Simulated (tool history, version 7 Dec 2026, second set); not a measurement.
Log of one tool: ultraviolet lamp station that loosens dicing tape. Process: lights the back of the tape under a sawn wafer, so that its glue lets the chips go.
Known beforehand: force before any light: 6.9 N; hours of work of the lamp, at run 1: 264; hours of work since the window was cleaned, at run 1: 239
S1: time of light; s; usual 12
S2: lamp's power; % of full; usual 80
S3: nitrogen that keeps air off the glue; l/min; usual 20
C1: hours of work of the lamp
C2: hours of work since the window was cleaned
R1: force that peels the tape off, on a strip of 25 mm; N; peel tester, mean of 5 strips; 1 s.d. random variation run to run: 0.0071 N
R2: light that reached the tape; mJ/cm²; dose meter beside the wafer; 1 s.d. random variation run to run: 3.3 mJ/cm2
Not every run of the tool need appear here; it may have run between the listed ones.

run,hour,S1,S2,S3,C1,C2,R1,R2
1,0.0,12,80,20,264,239,0.331,458
2,23.6,12,80,20,277,252,0.324,456
3,47.6,12,80,20,291,265,0.331,450
4,67.2,12,80,20,302,276,0.354,449
# hour 98.2: window cleaned of glue's vapour
5,99.1,12,80,20,319,1,0.426,408
6,127.1,12,80,20,335,16,0.437,402
7,157.9,12,80,20,352,33,0.436,410
8,188.9,12,80,20,369,50,0.433,401
9,202.7,12,65,20,377,58,0.720,324
10,216.3,10,65,20,384,66,1.074,269
11,233.2,7,85,21,393,75,1.138,243
# hour 257.6: window cleaned of glue's vapour, once more
12,260.7,7,72,8,408,2,1.989,253
13,276.5,7,72,28,417,10,0.906,258
14,291.3,12,95,20,425,19,0.216,576

Here are 4 independent what-if runs from the current tool condition. What would each one return?
A,319.5,12,68,31,441,34,?,?
B,319.5,12,95,18,441,34,?,?
C,319.5,12,69,25,441,34,?,?
D,319.5,9,83,8,441,34,?,?

run,R1,R2
A,0.305,412
B,0.212,566
C,0.347,412
D,1.066,377
Stripped of hidden state, with their random variation kept, the same runs would have yielded:
run,R1,R2
A,0.254,448
B,0.179,615
C,0.287,448
D,0.917,410
